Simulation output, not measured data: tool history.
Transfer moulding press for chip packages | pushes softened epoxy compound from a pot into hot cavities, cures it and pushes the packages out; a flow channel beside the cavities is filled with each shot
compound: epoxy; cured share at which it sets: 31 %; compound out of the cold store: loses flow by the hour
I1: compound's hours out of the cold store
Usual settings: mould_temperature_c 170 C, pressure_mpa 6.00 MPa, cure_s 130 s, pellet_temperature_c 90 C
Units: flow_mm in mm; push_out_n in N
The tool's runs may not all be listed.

run 1 day=0.000 | mould_temperature_c=170 pressure_mpa=6.00 cure_s=130 pellet_temperature_c=90 | I1=24.4 | flow_mm=968 push_out_n=514
-- day=0.850 cavities cleaned with cleaning compound and waxed
-- day=3.300 cavities cleaned with cleaning compound and waxed
run 2 day=4.125 | mould_temperature_c=170 pressure_mpa=6.00 cure_s=135 pellet_temperature_c=90 | I1=10.7 | flow_mm=1005 push_out_n=427
-- day=5.625 cavities cleaned with cleaning compound and waxed
-- day=8.062 cavities cleaned with cleaning compound and waxed
run 3 day=8.254 | mould_temperature_c=170 pressure_mpa=6.47 cure_s=130 pellet_temperature_c=90 | I1=19.7 | flow_mm=995 push_out_n=374
-- day=8.971 plunger's sealing rings changed
-- day=10.612 cavities cleaned with cleaning compound and waxed
run 4 day=11.808 | mould_temperature_c=170 pressure_mpa=6.47 cure_s=130 pellet_temperature_c=90 | I1=26.3 | flow_mm=1014 push_out_n=450
-- day=12.888 cavities cleaned with cleaning compound and waxed
run 5 day=14.025 | mould_temperature_c=170 pressure_mpa=6.47 cure_s=130 pellet_temperature_c=90 | I1=41.0 | flow_mm=960 push_out_n=457
-- day=15.467 cavities cleaned with cleaning compound and waxed
run 6 day=17.508 | mould_temperature_c=170 pressure_mpa=6.47 cure_s=130 pellet_temperature_c=90 | I1=33.6 | flow_mm=981 push_out_n=526
-- day=17.950 cavities cleaned with cleaning compound and waxed
-- day=20.221 cavities cleaned with cleaning compound and waxed
run 7 day=20.346 | mould_temperature_c=170 pressure_mpa=6.47 cure_s=130 pellet_temperature_c=90 | I1=44.9 | flow_mm=936 push_out_n=351
-- day=22.671 cavities cleaned with cleaning compound and waxed
run 8 day=24.212 | mould_temperature_c=170 pressure_mpa=6.47 cure_s=130 pellet_temperature_c=90 | I1=11.5 | flow_mm=1037 push_out_n=496
-- day=25.117 cavities cleaned with cleaning compound and waxed
-- day=27.429 cavities cleaned with cleaning compound and waxed
-- day=28.508 plunger's sealing rings changed
run 9 day=28.625 | mould_temperature_c=170 pressure_mpa=6.47 cure_s=130 pellet_temperature_c=90 | I1=17.7 | flow_mm=1057 push_out_n=467
-- day=30.133 cavities cleaned with cleaning compound and waxed
-- day=32.467 cavities cleaned with cleaning compound and waxed
run 10 day=32.467 | mould_temperature_c=170 pressure_mpa=6.47 cure_s=130 pellet_temperature_c=90 | I1=44.8 | flow_mm=953 push_out_n=346
-- day=34.925 cavities cleaned with cleaning compound and waxed
run 11 day=36.371 | mould_temperature_c=170 pressure_mpa=6.47 cure_s=130 pellet_temperature_c=90 | I1=17.4 | flow_mm=1025 push_out_n=467
-- day=37.388 cavities cleaned with cleaning compound and waxed
run 12 day=39.429 | mould_temperature_c=170 pressure_mpa=6.47 cure_s=130 pellet_temperature_c=90 | I1=32.1 | flow_mm=968 push_out_n=527
-- day=39.708 cavities cleaned with cleaning compound and waxed
-- day=41.004 mould's thermocouples calibrated
run 13 day=41.679 | mould_temperature_c=170 pressure_mpa=6.47 cure_s=130 pellet_temperature_c=90 | I1=22.6 | flow_mm=1009 push_out_n=531
-- day=42.296 cavities cleaned with cleaning compound and waxed
run 14 day=44.412 | mould_temperature_c=175 pressure_mpa=6.00 cure_s=130 pellet_temperature_c=81 | I1=9.1 | flow_mm=993 push_out_n=473
-- day=44.679 cavities cleaned with cleaning compound and waxed
-- day=47.050 cavities cleaned with cleaning compound and waxed
run 15 day=47.050 | mould_temperature_c=175 pressure_mpa=6.00 cure_s=130 pellet_temperature_c=81 | I1=40.5 | flow_mm=886 push_out_n=306
-- day=48.092 plunger's sealing rings changed
-- day=49.412 cavities cleaned with cleaning compound and waxed
run 16 day=51.404 | mould_temperature_c=177 pressure_mpa=4.60 cure_s=152 pellet_temperature_c=90 | I1=26.2 | flow_mm=834 push_out_n=443
-- day=51.750 cavities cleaned with cleaning compound and waxed
-- day=54.121 cavities cleaned with cleaning compound and waxed
run 17 day=55.638 | mould_temperature_c=173 pressure_mpa=6.00 cure_s=130 pellet_temperature_c=90 | I1=45.0 | flow_mm=894 push_out_n=450
-- day=56.529 cavities cleaned with cleaning compound and waxed
run 18 day=57.775 | mould_temperature_c=170 pressure_mpa=6.00 cure_s=166 pellet_temperature_c=84 | I1=26.1 | flow_mm=962 push_out_n=423
-- day=59.012 cavities cleaned with cleaning compound and waxed
run 19 day=59.654 | mould_temperature_c=170 pressure_mpa=4.79 cure_s=130 pellet_temperature_c=90 | I1=33.7 | flow_mm=836 push_out_n=403
-- day=61.421 cavities cleaned with cleaning compound and waxed
run 20 day=63.229 | mould_temperature_c=170 pressure_mpa=4.79 cure_s=130 pellet_temperature_c=90 | I1=17.6 | flow_mm=872 push_out_n=499
-- day=63.904 cavities cleaned with cleaning compound and waxed
-- day=66.233 cavities cleaned with cleaning compound and waxed
run 21 day=66.692 | mould_temperature_c=177 pressure_mpa=4.68 cure_s=136 pellet_temperature_c=90 | I1=30.2 | flow_mm=794 push_out_n=340
-- day=67.612 plunger's sealing rings changed
-- day=68.650 cavities cleaned with cleaning compound and waxed
run 22 day=69.088 | mould_temperature_c=177 pressure_mpa=4.68 cure_s=136 pellet_temperature_c=90 | I1=24.3 | flow_mm=849 push_out_n=351
-- day=71.179 cavities cleaned with cleaning compound and waxed
run 23 day=71.179 | mould_temperature_c=166 pressure_mpa=4.68 cure_s=136 pellet_temperature_c=90 | I1=11.7 | flow_mm=923 push_out_n=365
-- day=73.504 cavities cleaned with cleaning compound and waxed
run 24 day=73.846 | mould_temperature_c=166 pressure_mpa=4.68 cure_s=136 pellet_temperature_c=90 | I1=26.9 | flow_mm=870 push_out_n=419

Forecast each of these 4 alternatives for the next run:
-- day=75.900 cavities cleaned with cleaning compound and waxed
run A day=77.275 | mould_temperature_c=166 pressure_mpa=5.64 cure_s=136 pellet_temperature_c=90 | I1=36.1 | flow_mm=? push_out_n=?
-- day=75.900 cavities cleaned with cleaning compound and waxed
run B day=77.275 | mould_temperature_c=172 pressure_mpa=6.00 cure_s=148 pellet_temperature_c=90 | I1=45.0 | flow_mm=? push_out_n=?
-- day=75.900 cavities cleaned with cleaning compound and waxed
run C day=77.275 | mould_temperature_c=170 pressure_mpa=5.58 cure_s=130 pellet_temperature_c=90 | I1=10.8 | flow_mm=? push_out_n=?
-- day=75.900 cavities cleaned with cleaning compound and waxed
run D day=77.275 | mould_temperature_c=176 pressure_mpa=4.68 cure_s=136 pellet_temperature_c=99 | I1=8.1 | flow_mm=? push_out_n=?

run=A flow_mm=911 push_out_n=502
run=B flow_mm=894 push_out_n=419
run=C flow_mm=971 push_out_n=481
run=D flow_mm=893 push_out_n=411
Without the tool's hidden state the same runs would have given:
run=A flow_mm=939 push_out_n=377
run=B flow_mm=921 push_out_n=303
run=C flow_mm=1001 push_out_n=358
run=D flow_mm=920 push_out_n=296
